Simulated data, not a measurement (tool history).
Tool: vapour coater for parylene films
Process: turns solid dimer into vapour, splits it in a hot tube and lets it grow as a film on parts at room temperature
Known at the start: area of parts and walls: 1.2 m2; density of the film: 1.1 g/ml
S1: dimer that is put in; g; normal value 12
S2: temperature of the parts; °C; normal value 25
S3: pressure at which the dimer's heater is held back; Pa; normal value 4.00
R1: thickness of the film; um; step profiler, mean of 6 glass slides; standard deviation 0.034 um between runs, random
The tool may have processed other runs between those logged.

run   hour  S1  S2     S3    R1
  1    0.0  12  25   4.00  5.64
  2   11.1  12  25   4.00  5.57
  3   23.1  12  25   4.00  5.59
  4   36.2   5  25   4.00  2.30
  5   48.7   5  25   4.00  2.35
  6   63.0   5  25   4.00  2.32
  7   73.1  12  25   4.06  5.52
  8   86.1  12  25   4.00  5.55
  9  101.2  12  19   4.00  6.06
 10  115.5  12  19   4.00  6.14
 11  129.0  12  19   4.00  6.12
 12  137.1  12  19   4.00  6.08
 13  144.0  12  19   4.00  6.09
 14  153.9  12  19   4.00  6.06
 15  160.8  12  19   4.00  6.11
 16  167.8  12  19   4.00  6.06
     176.8  -- trap's valve overhauled
 17  185.3  12  19   4.00  6.85
 18  195.0  12  23   4.00  6.40
 19  204.6  12  23   4.00  6.42
 20  220.4   5  25   4.00  2.59
 21  236.1   5  25   4.00  2.61
 22  245.8  12  25   4.00  6.19
 23  255.0  12  25   4.00  6.20
 24  263.8  12  25   4.00  6.16
 25  275.7   6  25   9.41  2.80
 26  289.2   6  25   9.41  2.83
 27  300.6   6  25   3.37  3.16
 28  308.2  19  22   5.45  9.84
 29  315.4  19  22   5.45  9.82
 30  330.6  12  25   2.31  6.43
 31  346.5  12  25   2.31  6.37
 32  361.9  10  19  10.64  5.04

What will run 33 give?
 33  372.2  19  25  2.33   ?

R1: 10.15 um
The same run, on a tool lacking any hidden state, would have yielded R1 10.41 um.
